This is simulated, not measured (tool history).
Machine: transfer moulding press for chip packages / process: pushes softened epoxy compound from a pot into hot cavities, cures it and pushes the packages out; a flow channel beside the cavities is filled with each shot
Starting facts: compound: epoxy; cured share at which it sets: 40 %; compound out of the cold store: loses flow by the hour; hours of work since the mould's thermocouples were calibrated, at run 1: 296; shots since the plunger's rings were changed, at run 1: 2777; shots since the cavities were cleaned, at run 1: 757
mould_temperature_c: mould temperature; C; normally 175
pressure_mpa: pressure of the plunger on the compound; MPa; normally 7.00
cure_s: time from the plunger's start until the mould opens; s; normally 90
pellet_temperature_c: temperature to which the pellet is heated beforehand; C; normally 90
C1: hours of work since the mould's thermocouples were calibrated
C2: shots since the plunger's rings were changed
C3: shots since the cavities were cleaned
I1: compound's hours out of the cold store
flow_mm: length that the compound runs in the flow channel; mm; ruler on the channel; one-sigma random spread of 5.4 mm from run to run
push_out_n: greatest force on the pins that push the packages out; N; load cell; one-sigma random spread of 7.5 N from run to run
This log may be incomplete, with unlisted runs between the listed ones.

Run 1, hour 0.0: usual settings; C1 296; C2 2777; C3 757; I1 11.0. Result: flow_mm 799 mm, push_out_n 330 N.
Run 2, hour 21.1: usual settings but mould_temperature_c 167 C; C1 309; C2 3016; C3 996; I1 20.6. Result: flow_mm 793 mm, push_out_n 529 N.
At hour 24.4: cavities cleaned with cleaning compound and waxed.
Run 3, hour 47.0: usual settings but pressure_mpa 8.11 MPa; C1 325; C2 3291; C3 255; I1 33.4. Result: flow_mm 816 mm, push_out_n 324 N.
Run 4, hour 64.6: usual settings; C1 336; C2 3489; C3 453; I1 44.0. Result: flow_mm 731 mm, push_out_n 320 N.
Run 5, hour 77.6: usual settings; C1 344; C2 3636; C3 600; I1 42.6. Result: flow_mm 735 mm, push_out_n 312 N.
Run 6, hour 104.6: usual settings but mould_temperature_c 182 C; C1 361; C2 3941; C3 905; I1 22.9. Result: flow_mm 762 mm, push_out_n 278 N.

Run 7 has not been measured yet. What should we expect?
At hour 116.8: cavities cleaned with cleaning compound and waxed.
Run 7, hour 136.2: usual settings but mould_temperature_c 182 C; C1 380; C2 4280; C3 219; I1 16.1. Result: flow_mm ?, push_out_n ?.

flow_mm: 773 mm
push_out_n: 275 N
With no hidden state in the tool, this same run would have given flow_mm 773 mm, push_out_n 274 N.

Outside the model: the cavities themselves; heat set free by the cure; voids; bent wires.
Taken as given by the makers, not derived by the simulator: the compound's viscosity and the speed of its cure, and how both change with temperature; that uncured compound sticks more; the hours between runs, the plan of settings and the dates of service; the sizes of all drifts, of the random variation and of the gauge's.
